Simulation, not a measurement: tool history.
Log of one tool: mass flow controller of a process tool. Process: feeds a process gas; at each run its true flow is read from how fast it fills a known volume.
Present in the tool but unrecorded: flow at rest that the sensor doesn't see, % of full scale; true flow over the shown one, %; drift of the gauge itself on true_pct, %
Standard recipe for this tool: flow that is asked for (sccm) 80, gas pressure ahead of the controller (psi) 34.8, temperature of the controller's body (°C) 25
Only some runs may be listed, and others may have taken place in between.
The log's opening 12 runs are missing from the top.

run    hour  flow that is asked for (sccm)  gas pressure ahead of the controller (psi)  temperature of the controller's body (°C)  hours of work since the controller was set to zero  hours of work since the controller was changed  true flow (%)
 13  1616.9                             80                                        34.8                                         25                                                3210                                            3210         100.75
 14    1853                             80                                        34.8                                         25                                                3333                                            3333         100.85
 15  2070.3                             80                                        34.8                                         25                                                3446                                            3446         101.06
 16  2251.5                             11                                        34.8                                         25                                                3541                                            3541         100.56
 17    2360                             16                                        34.8                                         23                                                3598                                            3598         100.89
 18  2499.4                             12                                        28.6                                         25                                                3670                                            3670         100.63
 19  2617.7                             12                                        33.9                                         25                                                3732                                            3732         100.78
 20  2855.9                             12                                        33.9                                         25                                                3857                                            3857         100.87
 21  3021.3                             89                                        34.8                                         25                                                3943                                            3943         101.58
 22  3122.1                             75                                        36.4                                         39                                                3996                                            3996          99.78
 23    3314                             75                                        36.4                                         39                                                4096                                            4096          99.86
 24  3454.2                             42                                        37.9                                         25                                                4169                                            4169         101.46
     3478.4  -- gauge calibrated
 25  3675.9                             42                                        37.9                                         25                                                4285                                            4285          99.92
 26  3786.3                             42                                        37.9                                         21                                                4343                                            4343         100.44
 27    3989                             21                                        32.6                                         39                                                4448                                            4448          98.25
 28  4196.8                             52                                        36.4                                         31                                                4557                                            4557          99.56
 29  4420.2                             80                                        24.9                                         25                                                4674                                            4674         100.26
 30  4610.3                             80                                        24.9                                         25                                                4773                                            4773         100.26

Each row is a separate what-if for the run after 30, all from the same tool condition, not one after another. Results?
  A  4760                             18                                        24.8                                         32                                                4851                                            4851              ?
  B  4760                             45                                        32.5                                         34                                                4851                                            4851              ?
  C  4760                             13                                        23.9                                         34                                                4851                                            4851              ?

run  true flow (%)
  A          99.22
  B          99.28
  C          98.79
Without the tool's unlogged condition, the same runs would have read:
run  true flow (%)
  A          98.62
  B          98.69
  C           98.2
